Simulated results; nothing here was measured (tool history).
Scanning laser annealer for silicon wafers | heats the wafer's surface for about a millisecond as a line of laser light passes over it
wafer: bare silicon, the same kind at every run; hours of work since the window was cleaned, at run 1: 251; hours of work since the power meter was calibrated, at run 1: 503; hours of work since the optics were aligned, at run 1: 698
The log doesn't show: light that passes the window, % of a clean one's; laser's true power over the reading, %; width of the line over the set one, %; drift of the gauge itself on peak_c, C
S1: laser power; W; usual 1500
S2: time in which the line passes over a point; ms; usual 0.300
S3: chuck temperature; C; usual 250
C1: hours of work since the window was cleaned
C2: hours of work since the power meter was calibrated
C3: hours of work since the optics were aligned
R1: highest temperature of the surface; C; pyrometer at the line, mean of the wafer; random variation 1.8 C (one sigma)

{"run": 1, "day": 0.0, "S1": 1500, "S2": 0.3, "S3": 250, "C1": 251, "C2": 503, "C3": 698, "R1": 979}
{"run": 2, "day": 0.562, "S1": 1500, "S2": 0.285, "S3": 250, "C1": 260, "C2": 512, "C3": 707, "R1": 960}
{"run": 3, "day": 1.192, "S1": 1500, "S2": 0.285, "S3": 250, "C1": 270, "C2": 522, "C3": 717, "R1": 963}
{"run": 4, "day": 1.717, "S1": 1500, "S2": 0.285, "S3": 250, "C1": 278, "C2": 530, "C3": 726, "R1": 960}
{"run": 5, "day": 2.4, "S1": 1500, "S2": 0.239, "S3": 250, "C1": 289, "C2": 541, "C3": 737, "R1": 903}
{"run": 6, "day": 3.092, "S1": 1500, "S2": 0.239, "S3": 250, "C1": 300, "C2": 552, "C3": 748, "R1": 902}
{"run": 7, "day": 3.442, "S1": 1500, "S2": 0.3, "S3": 250, "C1": 306, "C2": 558, "C3": 753, "R1": 976}
{"run": 8, "day": 3.867, "S1": 1500, "S2": 0.3, "S3": 250, "C1": 313, "C2": 564, "C3": 760, "R1": 975}
{"run": 9, "day": 4.246, "S1": 1500, "S2": 0.266, "S3": 250, "C1": 319, "C2": 570, "C3": 766, "R1": 938}
{"run": 10, "day": 4.675, "S1": 1500, "S2": 0.266, "S3": 250, "C1": 326, "C2": 577, "C3": 773, "R1": 938}
{"run": 11, "day": 5.262, "S1": 1500, "S2": 0.266, "S3": 250, "C1": 335, "C2": 587, "C3": 782, "R1": 933}
{"run": 12, "day": 5.65, "S1": 1365, "S2": 0.266, "S3": 250, "C1": 341, "C2": 593, "C3": 788, "R1": 856}
{"run": 13, "day": 6.171, "S1": 1500, "S2": 0.3, "S3": 250, "C1": 350, "C2": 601, "C3": 797, "R1": 972}
{"run": 14, "day": 6.938, "S1": 1500, "S2": 0.3, "S3": 250, "C1": 362, "C2": 613, "C3": 809, "R1": 971}
{"run": 15, "day": 7.738, "S1": 1462, "S2": 0.278, "S3": 218, "C1": 374, "C2": 626, "C3": 822, "R1": 889}

Forecast run 16:
{"run": 16, "day": 8.408, "S1": 1462, "S2": 0.278, "S3": 218, "C1": 385, "C2": 637, "C3": 832, "R1": "?"}

{"run 16": {"R1": 892}}
Without the tool's hidden state the same run would have given R1 921 C.
